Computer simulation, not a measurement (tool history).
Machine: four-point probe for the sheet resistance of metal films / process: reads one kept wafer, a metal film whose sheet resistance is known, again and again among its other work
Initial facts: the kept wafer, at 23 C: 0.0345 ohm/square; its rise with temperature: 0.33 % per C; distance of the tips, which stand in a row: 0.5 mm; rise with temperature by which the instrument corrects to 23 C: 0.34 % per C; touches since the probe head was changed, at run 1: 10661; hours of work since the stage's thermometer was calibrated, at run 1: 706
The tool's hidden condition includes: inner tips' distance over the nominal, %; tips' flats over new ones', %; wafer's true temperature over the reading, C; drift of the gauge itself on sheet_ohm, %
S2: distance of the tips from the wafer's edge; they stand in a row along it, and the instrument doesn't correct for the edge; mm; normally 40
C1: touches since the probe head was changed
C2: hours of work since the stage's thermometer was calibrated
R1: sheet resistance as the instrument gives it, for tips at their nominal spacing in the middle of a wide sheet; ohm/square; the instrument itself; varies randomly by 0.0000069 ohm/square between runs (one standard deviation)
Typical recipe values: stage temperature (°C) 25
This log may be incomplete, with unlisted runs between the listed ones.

{"run": 1, "hour": 0.0, "stage temperature (°C)": 25, "S2": 40, "C1": 10661, "C2": 706, "R1": 0.034572}
{"run": 2, "hour": 7.7, "stage temperature (°C)": 18, "S2": 40, "C1": 10908, "C2": 711, "R1": 0.034576}
{"run": 3, "hour": 19.6, "stage temperature (°C)": 25, "S2": 40, "C1": 11292, "C2": 718, "R1": 0.03457}
{"run": 4, "hour": 29.4, "stage temperature (°C)": 25, "S2": 40, "C1": 11608, "C2": 724, "R1": 0.034575}
{"run": 5, "hour": 41.3, "stage temperature (°C)": 25, "S2": 40, "C1": 11993, "C2": 732, "R1": 0.034562}
{"run": 6, "hour": 55.5, "stage temperature (°C)": 25, "S2": 40, "C1": 12451, "C2": 741, "R1": 0.034583}
{"run": 7, "hour": 71.5, "stage temperature (°C)": 25, "S2": 40, "C1": 12964, "C2": 751, "R1": 0.034564}
{"run": 8, "hour": 78.2, "stage temperature (°C)": 25, "S2": 40, "C1": 13180, "C2": 755, "R1": 0.034561}
{"run": 9, "hour": 88.0, "stage temperature (°C)": 25, "S2": 8, "C1": 13495, "C2": 761, "R1": 0.034644}
{"run": 10, "hour": 97.5, "stage temperature (°C)": 25, "S2": 8, "C1": 13801, "C2": 767, "R1": 0.034638}
{"run": 11, "hour": 106.8, "stage temperature (°C)": 25, "S2": 19, "C1": 14102, "C2": 773, "R1": 0.034589}
{"run": 12, "hour": 119.2, "stage temperature (°C)": 25, "S2": 19, "C1": 14503, "C2": 780, "R1": 0.034579}
{"run": 13, "hour": 129.0, "stage temperature (°C)": 25, "S2": 19, "C1": 14817, "C2": 786, "R1": 0.034582}
{"hour": 130.6, "done": "stage's thermometer calibrated"}
{"run": 14, "hour": 136.5, "stage temperature (°C)": 34, "S2": 12, "C1": 15043, "C2": 4, "R1": 0.034572}
{"run": 15, "hour": 151.2, "stage temperature (°C)": 19, "S2": 15, "C1": 15516, "C2": 13, "R1": 0.034589}
{"run": 16, "hour": 164.2, "stage temperature (°C)": 19, "S2": 15, "C1": 15934, "C2": 21, "R1": 0.03459}
{"run": 17, "hour": 171.2, "stage temperature (°C)": 18, "S2": 16, "C1": 16161, "C2": 25, "R1": 0.034592}
{"run": 18, "hour": 182.9, "stage temperature (°C)": 18, "S2": 7, "C1": 16538, "C2": 33, "R1": 0.03467}
{"run": 19, "hour": 194.7, "stage temperature (°C)": 25, "S2": 7, "C1": 16918, "C2": 40, "R1": 0.034653}

5 ways to go on from here, each from the tool as it stands after run 19. What would each give?
{"hour": 203.3, "done": "stage's thermometer calibrated, once more"}
{"run": "A", "hour": 207.5, "stage temperature (°C)": 35, "S2": 12, "C1": 17313, "C2": 3, "R1": "?"}
{"hour": 203.3, "done": "stage's thermometer calibrated, once more"}
{"run": "B", "hour": 207.5, "stage temperature (°C)": 27, "S2": 40, "C1": 17313, "C2": 3, "R1": "?"}
{"hour": 203.3, "done": "stage's thermometer calibrated, once more"}
{"run": "C", "hour": 207.5, "stage temperature (°C)": 20, "S2": 7, "C1": 17313, "C2": 3, "R1": "?"}
{"hour": 203.3, "done": "stage's thermometer calibrated, once more"}
{"run": "D", "hour": 207.5, "stage temperature (°C)": 21, "S2": 17, "C1": 17313, "C2": 3, "R1": "?"}
{"hour": 203.3, "done": "stage's thermometer calibrated, once more"}
{"run": "E", "hour": 207.5, "stage temperature (°C)": 25, "S2": 4, "C1": 17313, "C2": 3, "R1": "?"}

run=A R1=0.034608
run=B R1=0.034610
run=C R1=0.034714
run=D R1=0.034631
run=E R1=0.034896
Stripped of hidden state, with their random variation kept, the same runs would have yielded:
run=A R1=0.034503
run=B R1=0.034505
run=C R1=0.034609
run=D R1=0.034525
run=E R1=0.034790
